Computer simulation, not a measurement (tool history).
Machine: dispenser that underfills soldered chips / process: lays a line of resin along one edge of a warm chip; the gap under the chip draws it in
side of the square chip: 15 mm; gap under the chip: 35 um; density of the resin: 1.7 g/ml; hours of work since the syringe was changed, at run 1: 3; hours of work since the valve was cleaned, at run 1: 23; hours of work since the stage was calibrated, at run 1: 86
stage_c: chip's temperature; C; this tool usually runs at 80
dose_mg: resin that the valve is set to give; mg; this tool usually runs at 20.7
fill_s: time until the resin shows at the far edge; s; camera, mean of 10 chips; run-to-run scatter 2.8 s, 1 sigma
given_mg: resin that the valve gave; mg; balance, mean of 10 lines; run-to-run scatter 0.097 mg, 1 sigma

run   hour  stage_c  dose_mg  hours of work since the syringe was changed  hours of work since the valve was cleaned  hours of work since the stage was calibrated  fill_s  given_mg
  1    0.0       80     20.7                                            3                                         23                                            86   354.3     20.20
       5.2  -- new syringe of resin
      14.0  -- new syringe of resin
  2   16.2       80     18.0                                            2                                         35                                            98   316.2     17.37
      23.3  -- new syringe of resin
      31.7  -- new syringe of resin
  3   31.7       80     18.0                                            0                                         45                                           108   290.5     17.54
  4   38.3       80     20.7                                            5                                         50                                           113   398.0     19.84
      40.9  -- new syringe of resin
  5   45.5       80     23.1                                            3                                         55                                           118   355.2     22.02
      49.4  -- new syringe of resin
      52.8  -- dispensing valve cleaned and set on the balance
      58.8  -- new syringe of resin
  6   58.8       80     23.1                                            0                                          4                                           127   273.7     22.98
      68.2  -- new syringe of resin
  7   68.3       80     23.1                                            0                                         11                                           133   272.9     22.95
      76.8  -- new syringe of resin
  8   78.6       74     25.2                                            1                                         18                                           140   365.9     24.93
      85.4  -- new syringe of resin
      93.9  -- new syringe of resin
  9   93.9       74     25.2                                            0                                         29                                           151   322.6     24.79
 10  100.6       74     20.5                                            5                                         34                                           156   474.8     19.94
     102.3  -- new syringe of resin
     111.2  -- new syringe of resin
 11  111.2       74     20.5                                            0                                         41                                           163   333.1     19.89

A few steps of fill_s between consecutive runs. Split each: what settings, incoming material and random variation would produce without the hidden state, and what is left over for the hidden state, along with gauge scatter present in only one of the two compared results (measured, and without hidden state):
Hidden state present: resin's viscosity, % of fresh resin's; dose that the valve gives, % of what is set; true chip temperature over the reading, C; drift of the gauge itself on fill_s, %; drift of the gauge itself on given_mg, %.
Run 9 -> 10: dose_mg 25.2 -> 20.5. fill_s +152.2 s: hidden state +141.5, all else +10.7.
